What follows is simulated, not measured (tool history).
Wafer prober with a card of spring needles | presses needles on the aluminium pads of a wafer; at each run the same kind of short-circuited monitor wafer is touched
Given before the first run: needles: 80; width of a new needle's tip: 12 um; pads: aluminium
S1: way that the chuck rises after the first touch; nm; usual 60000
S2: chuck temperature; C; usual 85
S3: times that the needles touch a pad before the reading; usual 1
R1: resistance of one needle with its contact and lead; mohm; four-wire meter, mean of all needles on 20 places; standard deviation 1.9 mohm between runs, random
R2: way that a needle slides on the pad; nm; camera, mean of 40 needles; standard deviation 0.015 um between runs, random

{"run": 1, "day": 0.0, "S1": 60000, "S2": 85, "S3": 1, "R1": 209, "R2": 15740}
{"run": 2, "day": 2.121, "S1": 60000, "S2": 85, "S3": 1, "R1": 259, "R2": 15730}
{"run": 3, "day": 4.171, "S1": 60000, "S2": 85, "S3": 1, "R1": 246, "R2": 15690}
{"run": 4, "day": 6.871, "S1": 60000, "S2": 85, "S3": 1, "R1": 261, "R2": 15650}
{"run": 5, "day": 8.742, "S1": 60000, "S2": 85, "S3": 1, "R1": 219, "R2": 15870}
{"run": 6, "day": 9.921, "S1": 60000, "S2": 85, "S3": 1, "R1": 211, "R2": 15820}
{"run": 7, "day": 11.246, "S1": 60000, "S2": 85, "S3": 1, "R1": 223, "R2": 15810}
{"run": 8, "day": 13.883, "S1": 60000, "S2": 85, "S3": 1, "R1": 240, "R2": 15780}
{"run": 9, "day": 16.588, "S1": 60000, "S2": 85, "S3": 1, "R1": 258, "R2": 15740}
{"run": 10, "day": 18.233, "S1": 60000, "S2": 85, "S3": 1, "R1": 266, "R2": 15730}
{"run": 11, "day": 20.25, "S1": 60000, "S2": 85, "S3": 1, "R1": 250, "R2": 15690}
{"run": 12, "day": 22.812, "S1": 60000, "S2": 85, "S3": 2, "R1": 232, "R2": 15880}
{"run": 13, "day": 24.233, "S1": 60000, "S2": 85, "S3": 2, "R1": 236, "R2": 15860}
{"run": 14, "day": 25.775, "S1": 62000, "S2": 85, "S3": 2, "R1": 242, "R2": 16360}
{"run": 15, "day": 27.438, "S1": 62000, "S2": 85, "S3": 2, "R1": 223, "R2": 16320}
{"run": 16, "day": 29.404, "S1": 42000, "S2": 85, "S3": 1, "R1": 323, "R2": 10990}
{"run": 17, "day": 32.0, "S1": 44000, "S2": 29, "S3": 1, "R1": 221, "R2": 11480}
{"run": 18, "day": 33.675, "S1": 45000, "S2": 85, "S3": 2, "R1": 259, "R2": 11720}
{"run": 19, "day": 35.404, "S1": 45000, "S2": 85, "S3": 2, "R1": 273, "R2": 11920}
{"run": 20, "day": 36.754, "S1": 66000, "S2": 107, "S3": 1, "R1": 212, "R2": 17440}
{"run": 21, "day": 39.383, "S1": 67000, "S2": 116, "S3": 1, "R1": 219, "R2": 17650}
{"run": 22, "day": 41.542, "S1": 67000, "S2": 52, "S3": 2, "R1": 228, "R2": 17650}
{"run": 23, "day": 43.704, "S1": 67000, "S2": 52, "S3": 2, "R1": 226, "R2": 17580}
{"run": 24, "day": 45.617, "S1": 67000, "S2": 52, "S3": 2, "R1": 198, "R2": 17520}
{"run": 25, "day": 46.988, "S1": 67000, "S2": 52, "S3": 2, "R1": 212, "R2": 17530}
{"run": 26, "day": 48.721, "S1": 56000, "S2": 52, "S3": 2, "R1": 239, "R2": 14840}
{"run": 27, "day": 51.325, "S1": 56000, "S2": 32, "S3": 2, "R1": 234, "R2": 14810}
{"run": 28, "day": 54.0, "S1": 60000, "S2": 39, "S3": 1, "R1": 262, "R2": 15820}
{"run": 29, "day": 56.154, "S1": 60000, "S2": 115, "S3": 1, "R1": 266, "R2": 15770}
{"run": 30, "day": 58.021, "S1": 60000, "S2": 115, "S3": 1, "R1": 227, "R2": 15770}

Withheld: 51 entries from between the runs. Position of each, and hidden state at the listed run before versus the listed run after:
From run 1 to run 2: tips cleaned on abrasive film (day 1.325)
  debris on the tips, nm: 6.9 -> 55.4; way that the needles fall short of the set height, um: 0.51 -> 0.6; tips' diameter, um: 13.03 -> 13.06
  difference, measured minus the result without the unlogged condition, R1: +8 -> +56 mohm; R2: -130 -> -160 nm
From run 2 to run 3: tips cleaned on abrasive film (day 2.558); tips cleaned on abrasive film (day 3.700)
  debris on the tips, nm: 55.4 -> 43.4; way that the needles fall short of the set height, um: 0.6 -> 0.76; tips' diameter, um: 13.06 -> 13.12
  difference, measured minus the result without the unlogged condition, R1: +56 -> +44 mohm; R2: -160 -> -200 nm
From run 3 to run 4: tips cleaned on abrasive film (day 4.983); tips cleaned on abrasive film (day 6.188)
  debris on the tips, nm: 43.4 -> 53.9; way that the needles fall short of the set height, um: 0.76 -> 0.91; tips' diameter, um: 13.12 -> 13.17
  difference, measured minus the result without the unlogged condition, R1: +44 -> +56 mohm; R2: -200 -> -240 nm
From run 4 to run 5: height of the first contact set anew (day 7.250); tips cleaned on abrasive film (day 7.450); tips cleaned on abrasive film (day 8.617)
  debris on the tips, nm: 53.9 -> 15.4; way that the needles fall short of the set height, um: 0.91 -> 0.13; tips' diameter, um: 13.17 -> 13.22
  difference, measured minus the result without the unlogged condition, R1: +56 -> +16 mohm; R2: -240 -> -40 nm
From run 5 to run 6: tips cleaned on abrasive film (day 9.892)
  debris on the tips, nm: 15.4 -> 9; way that the needles fall short of the set height, um: 0.13 -> 0.19; tips' diameter, um: 13.22 -> 13.24
  difference, measured minus the result without the unlogged condition, R1: +16 -> +10 mohm; R2: -40 -> -50 nm
From run 6 to run 7: tips cleaned on abrasive film (day 11.096)
  debris on the tips, nm: 9 -> 18.2; way that the needles fall short of the set height, um: 0.19 -> 0.27; tips' diameter, um: 13.24 -> 13.26
  difference, measured minus the result without the unlogged condition, R1: +10 -> +19 mohm; R2: -50 -> -70 nm
From run 7 to run 8: tips cleaned on abrasive film (day 12.292); tips cleaned on abrasive film (day 13.517)
  debris on the tips, nm: 18.2 -> 34.4; way that the needles fall short of the set height, um: 0.27 -> 0.41; tips' diameter, um: 13.26 -> 13.31
  difference, measured minus the result without the unlogged condition, R1: +19 -> +36 mohm; R2: -70 -> -110 nm
From run 8 to run 9: tips cleaned on abrasive film (day 14.675); tips cleaned on abrasive film (day 15.875)
  debris on the tips, nm: 34.4 -> 53.9; way that the needles fall short of the set height, um: 0.41 -> 0.56; tips' diameter, um: 13.31 -> 13.37
  difference, measured minus the result without the unlogged condition, R1: +36 -> +56 mohm; R2: -110 -> -150 nm
From run 9 to run 10: tips cleaned on abrasive film (day 17.133)
  debris on the tips, nm: 53.9 -> 59.2; way that the needles fall short of the set height, um: 0.56 -> 0.64; tips' diameter, um: 13.37 -> 13.39
  difference, measured minus the result without the unlogged condition, R1: +56 -> +62 mohm; R2: -150 -> -170 nm
From run 10 to run 11: tips cleaned on abrasive film (day 18.479); tips cleaned on abrasive film (day 19.712)
  debris on the tips, nm: 59.2 -> 45.6; way that the needles fall short of the set height, um: 0.64 -> 0.79; tips' diameter, um: 13.39 -> 13.45
  difference, measured minus the result without the unlogged condition, R1: +62 -> +48 mohm; R2: -170 -> -210 nm
From run 11 to run 12: tips cleaned on abrasive film (day 21.071); height of the first contact set anew (day 21.083); tips cleaned on abrasive film (day 22.262)
  debris on the tips, nm: 45.6 -> 49.4; way that the needles fall short of the set height, um: 0.79 -> 0.07; tips' diameter, um: 13.45 -> 13.5
  difference, measured minus the result without the unlogged condition, R1: +48 -> +31 mohm; R2: -210 -> -20 nm
From run 12 to run 13: tips cleaned on abrasive film (day 23.512)
  debris on the tips, nm: 49.4 -> 50.6; way that the needles fall short of the set height, um: 0.07 -> 0.13; tips' diameter, um: 13.5 -> 13.52
  difference, measured minus the result without the unlogged condition, R1: +31 -> +32 mohm; R2: -20 -> -40 nm
From run 13 to run 14: tips cleaned on abrasive film (day 24.746)
  debris on the tips, nm: 50.6 -> 61; way that the needles fall short of the set height, um: 0.13 -> 0.2; tips' diameter, um: 13.52 -> 13.54
  difference, measured minus the result without the unlogged condition, R1: +32 -> +37 mohm; R2: -40 -> -60 nm
From run 14 to run 15: tips cleaned on abrasive film (day 25.921); tips cleaned on abrasive film (day 27.188)
  debris on the tips, nm: 61 -> 33.9; way that the needles fall short of the set height, um: 0.2 -> 0.36; tips' diameter, um: 13.54 -> 13.6
  difference, measured minus the result without the unlogged condition, R1: +37 -> +21 mohm; R2: -60 -> -90 nm
From run 15 to run 16: tips cleaned on abrasive film (day 28.442)
  debris on the tips, nm: 33.9 -> 60.3; way that the needles fall short of the set height, um: 0.36 -> 0.42; tips' diameter, um: 13.6 -> 13.62
  difference, measured minus the result without the unlogged condition, R1: +21 -> +117 mohm; R2: -90 -> -110 nm
From run 16 to run 17: tips cleaned on abrasive film (day 29.642); tips cleaned on abrasive film (day 30.792); tips cleaned on abrasive film (day 31.946)
  debris on the tips, nm: 60.3 -> 13.2; way that the needles fall short of the set height, um: 0.42 -> 0.66; tips' diameter, um: 13.62 -> 13.71
  difference, measured minus the result without the unlogged condition, R1: +117 -> +28 mohm; R2: -110 -> -170 nm
From run 17 to run 18: tips cleaned on abrasive film (day 33.150)
  debris on the tips, nm: 13.2 -> 48; way that the needles fall short of the set height, um: 0.66 -> 0.76; tips' diameter, um: 13.71 -> 13.74
  difference, measured minus the result without the unlogged condition, R1: +28 -> +52 mohm; R2: -170 -> -200 nm
From run 18 to run 19: tips cleaned on abrasive film (day 34.296); height of the first contact set anew (day 34.900)
  debris on the tips, nm: 48 -> 61.6; way that the needles fall short of the set height, um: 0.76 -> 0; tips' diameter, um: 13.74 -> 13.77
  difference, measured minus the result without the unlogged condition, R1: +52 -> +65 mohm; R2: -200 -> +0 nm
From run 19 to run 20: tips cleaned on abrasive film (day 35.529); tips cleaned on abrasive film (day 36.754)
  debris on the tips, nm: 61.6 -> 5.7; way that the needles fall short of the set height, um: 0 -> 0.19; tips' diameter, um: 13.77 -> 13.84
  difference, measured minus the result without the unlogged condition, R1: +65 -> +6 mohm; R2: +0 -> -50 nm
From run 20 to run 21: tips cleaned on abrasive film (day 38.050); tips cleaned on abrasive film (day 39.321)
  debris on the tips, nm: 5.7 -> 11.1; way that the needles fall short of the set height, um: 0.19 -> 0.36; tips' diameter, um: 13.84 -> 13.89
  difference, measured minus the result without the unlogged condition, R1: +6 -> +11 mohm; R2: -50 -> -90 nm
From run 21 to run 22: tips cleaned on abrasive film (day 40.567)
  debris on the tips, nm: 11.1 -> 59.6; way that the needles fall short of the set height, um: 0.36 -> 0.44; tips' diameter, um: 13.89 -> 13.92
  difference, measured minus the result without the unlogged condition, R1: +11 -> +34 mohm; R2: -90 -> -110 nm
From run 22 to run 23: tips cleaned on abrasive film (day 41.775); tips cleaned on abrasive film (day 42.950)
  debris on the tips, nm: 59.6 -> 53.7; way that the needles fall short of the set height, um: 0.44 -> 0.63; tips' diameter, um: 13.92 -> 13.99
  difference, measured minus the result without the unlogged condition, R1: +34 -> +33 mohm; R2: -110 -> -170 nm
From run 23 to run 24: tips cleaned on abrasive film (day 44.271); tips cleaned on abrasive film (day 45.588)
  debris on the tips, nm: 53.7 -> 9; way that the needles fall short of the set height, um: 0.63 -> 0.78; tips' diameter, um: 13.99 -> 14.04
  difference, measured minus the result without the unlogged condition, R1: +33 -> +7 mohm; R2: -170 -> -210 nm
From run 24 to run 25: tips cleaned on abrasive film (day 46.771)
  debris on the tips, nm: 9 -> 26.3; way that the needles fall short of the set height, um: 0.78 -> 0.85; tips' diameter, um: 14.04 -> 14.07
  difference, measured minus the result without the unlogged condition, R1: +7 -> +16 mohm; R2: -210 -> -230 nm
From run 25 to run 26: tips cleaned on abrasive film (day 48.054); height of the first contact set anew (day 48.658)
  debris on the tips, nm: 26.3 -> 52.9; way that the needles fall short of the set height, um: 0.85 -> 0; tips' diameter, um: 14.07 -> 14.1
  difference, measured minus the result without the unlogged condition, R1: +16 -> +42 mohm; R2: -230 -> +0 nm
From run 26 to run 27: tips cleaned on abrasive film (day 49.308); tips cleaned on abrasive film (day 50.550)
  debris on the tips, nm: 52.9 -> 54; way that the needles fall short of the set height, um: 0 -> 0.14; tips' diameter, um: 14.1 -> 14.14
  difference, measured minus the result without the unlogged condition, R1: +42 -> +44 mohm; R2: +0 -> -40 nm
From run 27 to run 28: tips cleaned on abrasive film (day 51.700); tips cleaned on abrasive film (day 52.908)
  debris on the tips, nm: 54 -> 58.7; way that the needles fall short of the set height, um: 0.14 -> 0.29; tips' diameter, um: 14.14 -> 14.2
  difference, measured minus the result without the unlogged condition, R1: +44 -> +70 mohm; R2: -40 -> -70 nm
From run 28 to run 29: tips cleaned on abrasive film (day 54.112); tips cleaned on abrasive film (day 55.421)
  debris on the tips, nm: 58.7 -> 52.8; way that the needles fall short of the set height, um: 0.29 -> 0.44; tips' diameter, um: 14.2 -> 14.25
  difference, measured minus the result without the unlogged condition, R1: +70 -> +57 mohm; R2: -70 -> -120 nm
From run 29 to run 30: tips cleaned on abrasive film (day 56.779); tips cleaned on abrasive film (day 57.925)
  debris on the tips, nm: 52.8 -> 14.1; way that the needles fall short of the set height, um: 0.44 -> 0.56; tips' diameter, um: 14.25 -> 14.29
  difference, measured minus the result without the unlogged condition, R1: +57 -> +17 mohm; R2: -120 -> -150 nm

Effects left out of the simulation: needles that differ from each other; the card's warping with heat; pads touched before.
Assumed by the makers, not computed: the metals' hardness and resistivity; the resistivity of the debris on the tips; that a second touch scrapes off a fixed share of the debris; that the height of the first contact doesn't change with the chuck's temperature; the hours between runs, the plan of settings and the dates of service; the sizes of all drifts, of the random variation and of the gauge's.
